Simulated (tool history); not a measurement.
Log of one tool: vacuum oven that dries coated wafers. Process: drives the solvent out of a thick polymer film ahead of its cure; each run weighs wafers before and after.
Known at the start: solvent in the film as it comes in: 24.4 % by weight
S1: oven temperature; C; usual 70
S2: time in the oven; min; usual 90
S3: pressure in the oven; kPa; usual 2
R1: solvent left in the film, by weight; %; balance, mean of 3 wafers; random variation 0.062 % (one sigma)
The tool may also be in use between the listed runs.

run      day  S1   S2    S3     R1
  1        0  70   90     2   4.45
       3.179  -- oven's thermocouples calibrated
  2    3.579  70   90     2   3.55
  3    8.225  70   90     2    3.6
  4   11.775  70   90     2   3.72
  5   15.754  70   90     2    3.8
  6   19.433  61   90     2   8.71
  7   23.446  61  122     2   6.63
      27.162  -- vacuum gauge cleaned of residue and calibrated
  8   27.162  61   65     2  11.13
  9   30.033  61   65     2  11.17
 10   34.108  70  129     2   2.29
 11   39.171  70   47     2   8.46
 12   41.962  70   84     2   4.66
 13   45.133  70   84     2   4.86
 14   47.917  70   84     2   4.79
 15   51.921  70   84     2   4.98
      54.904  -- oven's thermocouples calibrated
 16   55.529  70   84     2   4.37
      56.779  -- vacuum gauge cleaned of residue and calibrated, once more
 17   59.033  70   84     2   4.19
 18   63.321  70   90     2   3.83
 19   67.079  59   57  2.75  13.09
 20   69.879  83   90  5.14   1.11
 21   72.025  69   90  4.35    5.1
 22   76.554  84   90  3.36   0.77
 23   79.638  84   90  3.36   0.75
 24   83.667  70  118  3.41   3.25
 25   87.108  64   80  4.51   9.14
 26   89.867  57   90     2  11.82
 27   94.062  67   48  3.88  10.94
 28   96.538  61  136  3.88   7.35
 29  100.592  82   53  1.28   2.37
 30  104.733  59   71     2  12.37
     106.725  -- oven's thermocouples calibrated
 31  106.908  59   71     2  11.39
 32  110.192  59   71     2  11.64
 33  112.554  70   90   5.4   4.57
     113.758  -- vacuum gauge cleaned of residue and calibrated
 34  115.833  75  108  1.12   1.07
 35  118.438  75  108  1.12   1.14
 36  121.579  80  124   1.8    0.5

Measured less the same run without the tool's hidden state. The same run-to-run variation is in both; the gauge's scatter may not be:
The hidden state here: true wafer temperature over the reading, C; true pressure over the reading, kPa; drift of the gauge itself on solvent_pct, %.
run     R1
  1  +0.86
  2  -0.08
  3  +0.02
  4  +0.08
  5  +0.16
  6  +0.27
  7  +0.39
  8  +0.44
  9   +0.5
 10  +0.43
 11  +0.69
 12  +0.71
 13  +0.79
 14  +0.84
 15  +0.92
 16  +0.32
 17  +0.19
 18  +0.26
 19  +0.37
 20  +0.09
 21  +0.48
 22   +0.1
 23  +0.12
 24  +0.56
 25  +0.94
 26  +0.97
 27  +1.03
 28  +1.19
 29  +0.67
 30  +1.24
 31  +0.08
 32  +0.15
 33  +0.18
 34  +0.06
 35  +0.09
 36  +0.04

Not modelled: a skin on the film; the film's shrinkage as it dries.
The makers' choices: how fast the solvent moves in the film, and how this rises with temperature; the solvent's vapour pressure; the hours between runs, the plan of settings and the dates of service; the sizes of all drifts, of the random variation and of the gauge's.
